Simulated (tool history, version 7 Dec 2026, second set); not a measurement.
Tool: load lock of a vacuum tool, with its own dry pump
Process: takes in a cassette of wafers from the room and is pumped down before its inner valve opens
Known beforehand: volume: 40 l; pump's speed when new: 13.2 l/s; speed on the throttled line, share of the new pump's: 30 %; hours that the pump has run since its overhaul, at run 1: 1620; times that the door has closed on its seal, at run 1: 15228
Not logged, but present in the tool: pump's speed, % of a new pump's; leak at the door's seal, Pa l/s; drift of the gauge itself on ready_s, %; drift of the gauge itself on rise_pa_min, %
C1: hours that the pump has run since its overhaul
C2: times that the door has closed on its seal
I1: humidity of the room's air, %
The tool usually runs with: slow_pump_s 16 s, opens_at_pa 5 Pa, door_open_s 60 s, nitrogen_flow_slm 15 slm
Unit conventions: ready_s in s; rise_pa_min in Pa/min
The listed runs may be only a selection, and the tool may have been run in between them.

run 1 hour=0.0 | slow_pump_s=16 opens_at_pa=5 door_open_s=60 nitrogen_flow_slm=15 | C1=1620 C2=15228 | I1=44.0 | ready_s=42.0 rise_pa_min=0.109
run 2 hour=213.5 | slow_pump_s=16 opens_at_pa=5 door_open_s=60 nitrogen_flow_slm=15 | C1=1833 C2=15929 | I1=41.3 | ready_s=42.4 rise_pa_min=0.113
run 3 hour=336.2 | slow_pump_s=16 opens_at_pa=5 door_open_s=60 nitrogen_flow_slm=15 | C1=1956 C2=16332 | I1=43.7 | ready_s=42.8 rise_pa_min=0.125
run 4 hour=551.5 | slow_pump_s=16 opens_at_pa=5 door_open_s=31 nitrogen_flow_slm=15 | C1=2171 C2=17038 | I1=47.5 | ready_s=43.9 rise_pa_min=0.123
run 5 hour=649.9 | slow_pump_s=16 opens_at_pa=5 door_open_s=60 nitrogen_flow_slm=12 | C1=2270 C2=17361 | I1=44.3 | ready_s=41.9 rise_pa_min=0.124
run 6 hour=867.7 | slow_pump_s=16 opens_at_pa=5 door_open_s=60 nitrogen_flow_slm=12 | C1=2488 C2=18075 | I1=44.5 | ready_s=42.5 rise_pa_min=0.138
run 7 hour=999.0 | slow_pump_s=16 opens_at_pa=5 door_open_s=60 nitrogen_flow_slm=22 | C1=2619 C2=18506 | I1=43.4 | ready_s=42.4 rise_pa_min=0.138
run 8 hour=1186.2 | slow_pump_s=30 opens_at_pa=5 door_open_s=60 nitrogen_flow_slm=15 | C1=2806 C2=19120 | I1=44.2 | ready_s=52.4 rise_pa_min=0.147
run 9 hour=1340.4 | slow_pump_s=16 opens_at_pa=5 door_open_s=60 nitrogen_flow_slm=7 | C1=2960 C2=19626 | I1=45.8 | ready_s=43.0 rise_pa_min=0.160
run 10 hour=1546.5 | slow_pump_s=16 opens_at_pa=5 door_open_s=60 nitrogen_flow_slm=12 | C1=3166 C2=20303 | I1=43.6 | ready_s=41.8 rise_pa_min=0.159
run 11 hour=1755.1 | slow_pump_s=16 opens_at_pa=5 door_open_s=60 nitrogen_flow_slm=12 | C1=3375 C2=20987 | I1=49.2 | ready_s=42.4 rise_pa_min=0.171
run 12 hour=1910.5 | slow_pump_s=16 opens_at_pa=5 door_open_s=60 nitrogen_flow_slm=12 | C1=3530 C2=21497 | I1=41.4 | ready_s=42.3 rise_pa_min=0.172
run 13 hour=2065.0 | slow_pump_s=16 opens_at_pa=5 door_open_s=60 nitrogen_flow_slm=12 | C1=3685 C2=22004 | I1=43.8 | ready_s=42.1 rise_pa_min=0.178
run 14 hour=2189.9 | slow_pump_s=16 opens_at_pa=5 door_open_s=60 nitrogen_flow_slm=12 | C1=3810 C2=22414 | I1=45.3 | ready_s=43.3 rise_pa_min=0.184
run 15 hour=2407.8 | slow_pump_s=16 opens_at_pa=9 door_open_s=60 nitrogen_flow_slm=15 | C1=4028 C2=23128 | I1=45.7 | ready_s=41.3 rise_pa_min=0.201
run 16 hour=2502.9 | slow_pump_s=16 opens_at_pa=9 door_open_s=60 nitrogen_flow_slm=15 | C1=4123 C2=23441 | I1=45.7 | ready_s=40.7 rise_pa_min=0.197
run 17 hour=2653.5 | slow_pump_s=16 opens_at_pa=9 door_open_s=60 nitrogen_flow_slm=15 | C1=4273 C2=23935 | I1=42.3 | ready_s=40.6 rise_pa_min=0.201
run 18 hour=2802.9 | slow_pump_s=16 opens_at_pa=5 door_open_s=60 nitrogen_flow_slm=15 | C1=4423 C2=24425 | I1=44.7 | ready_s=43.0 rise_pa_min=0.212
run 19 hour=2917.0 | slow_pump_s=16 opens_at_pa=5 door_open_s=131 nitrogen_flow_slm=15 | C1=4537 C2=24799 | I1=41.6 | ready_s=43.4 rise_pa_min=0.221
run 20 hour=3027.9 | slow_pump_s=16 opens_at_pa=5 door_open_s=131 nitrogen_flow_slm=15 | C1=4648 C2=25163 | I1=46.0 | ready_s=43.2 rise_pa_min=0.226
run 21 hour=3128.1 | slow_pump_s=14 opens_at_pa=6 door_open_s=131 nitrogen_flow_slm=21 | C1=4748 C2=25492 | I1=44.3 | ready_s=40.1 rise_pa_min=0.218
run 22 hour=3232.3 | slow_pump_s=14 opens_at_pa=6 door_open_s=39 nitrogen_flow_slm=10 | C1=4852 C2=25834 | I1=46.0 | ready_s=41.4 rise_pa_min=0.224
run 23 hour=3323.7 | slow_pump_s=11 opens_at_pa=4 door_open_s=114 nitrogen_flow_slm=8 | C1=4944 C2=26134 | I1=47.5 | ready_s=40.8 rise_pa_min=0.239
run 24 hour=3414.8 | slow_pump_s=19 opens_at_pa=5 door_open_s=40 nitrogen_flow_slm=11 | C1=5035 C2=26432 | I1=42.6 | ready_s=46.0 rise_pa_min=0.233
run 25 hour=3507.2 | slow_pump_s=24 opens_at_pa=5 door_open_s=91 nitrogen_flow_slm=4 | C1=5127 C2=26736 | I1=46.1 | ready_s=48.3 rise_pa_min=0.252
run 26 hour=3695.6 | slow_pump_s=16 opens_at_pa=4 door_open_s=70 nitrogen_flow_slm=15 | C1=5315 C2=27354 | I1=43.5 | ready_s=44.4 rise_pa_min=0.244
run 27 hour=3835.7 | slow_pump_s=11 opens_at_pa=9 door_open_s=70 nitrogen_flow_slm=15 | C1=5456 C2=27814 | I1=47.5 | ready_s=37.6 rise_pa_min=0.257
run 28 hour=3971.4 | slow_pump_s=11 opens_at_pa=9 door_open_s=70 nitrogen_flow_slm=15 | C1=5591 C2=28259 | I1=45.5 | ready_s=37.9 rise_pa_min=0.259
run 29 hour=4117.6 | slow_pump_s=11 opens_at_pa=9 door_open_s=70 nitrogen_flow_slm=15 | C1=5737 C2=28738 | I1=46.3 | ready_s=38.0 rise_pa_min=0.267
run 30 hour=4321.2 | slow_pump_s=16 opens_at_pa=5 door_open_s=53 nitrogen_flow_slm=5 | C1=5941 C2=29407 | I1=44.6 | ready_s=44.0 rise_pa_min=0.276
run 31 hour=4446.4 | slow_pump_s=16 opens_at_pa=5 door_open_s=116 nitrogen_flow_slm=15 | C1=6066 C2=29817 | I1=46.7 | ready_s=42.8 rise_pa_min=0.289
run 32 hour=4650.2 | slow_pump_s=16 opens_at_pa=5 door_open_s=116 nitrogen_flow_slm=15 | C1=6270 C2=30486 | I1=45.5 | ready_s=43.7 rise_pa_min=0.296
run 33 hour=4794.4 | slow_pump_s=16 opens_at_pa=5 door_open_s=60 nitrogen_flow_slm=15 | C1=6414 C2=30959 | I1=45.1 | ready_s=43.5 rise_pa_min=0.295
-- hour=4828.3 door's seal changed, seat wiped
run 34 hour=5010.1 | slow_pump_s=16 opens_at_pa=5 door_open_s=60 nitrogen_flow_slm=13 | C1=6628 C2=596 | I1=44.5 | ready_s=43.9 rise_pa_min=0.018
run 35 hour=5213.4 | slow_pump_s=26 opens_at_pa=5 door_open_s=230 nitrogen_flow_slm=28 | C1=6832 C2=1263 | I1=44.0 | ready_s=49.9 rise_pa_min=0.035
run 36 hour=5390.8 | slow_pump_s=26 opens_at_pa=5 door_open_s=230 nitrogen_flow_slm=28 | C1=7009 C2=1845 | I1=45.4 | ready_s=50.7 rise_pa_min=0.037
run 37 hour=5599.0 | slow_pump_s=26 opens_at_pa=5 door_open_s=230 nitrogen_flow_slm=28 | C1=7217 C2=2528 | I1=45.2 | ready_s=49.6 rise_pa_min=0.041

How would selected steps in ready_s from run to run divide? Give the signed amount a tool lacking its hidden state would still show from settings, what came in and random variation, and the signed amount left for the hidden state, including any gauge scatter that is not in both of the compared results.
Run 7 -> 8: slow_pump_s 16 -> 30, nitrogen_flow_slm 22 -> 15. ready_s +10.0 s: hidden state -0.2, all else +10.2.
Run 8 -> 9: slow_pump_s 30 -> 16, nitrogen_flow_slm 15 -> 7. ready_s -9.4 s: hidden state +0.3, all else -9.7.
Run 25 -> 26: slow_pump_s 24 -> 16, opens_at_pa 5 -> 4, door_open_s 91 -> 70, nitrogen_flow_slm 4 -> 15. ready_s -3.9 s: hidden state +0.4, all else -4.3.
Run 26 -> 27: slow_pump_s 16 -> 11, opens_at_pa 4 -> 9. ready_s -6.8 s: hidden state -0.1, all else -6.7.
Run 34 -> 35: slow_pump_s 16 -> 26, door_open_s 60 -> 230, nitrogen_flow_slm 13 -> 28. ready_s +6.0 s: hidden state -0.3, all else +6.3.
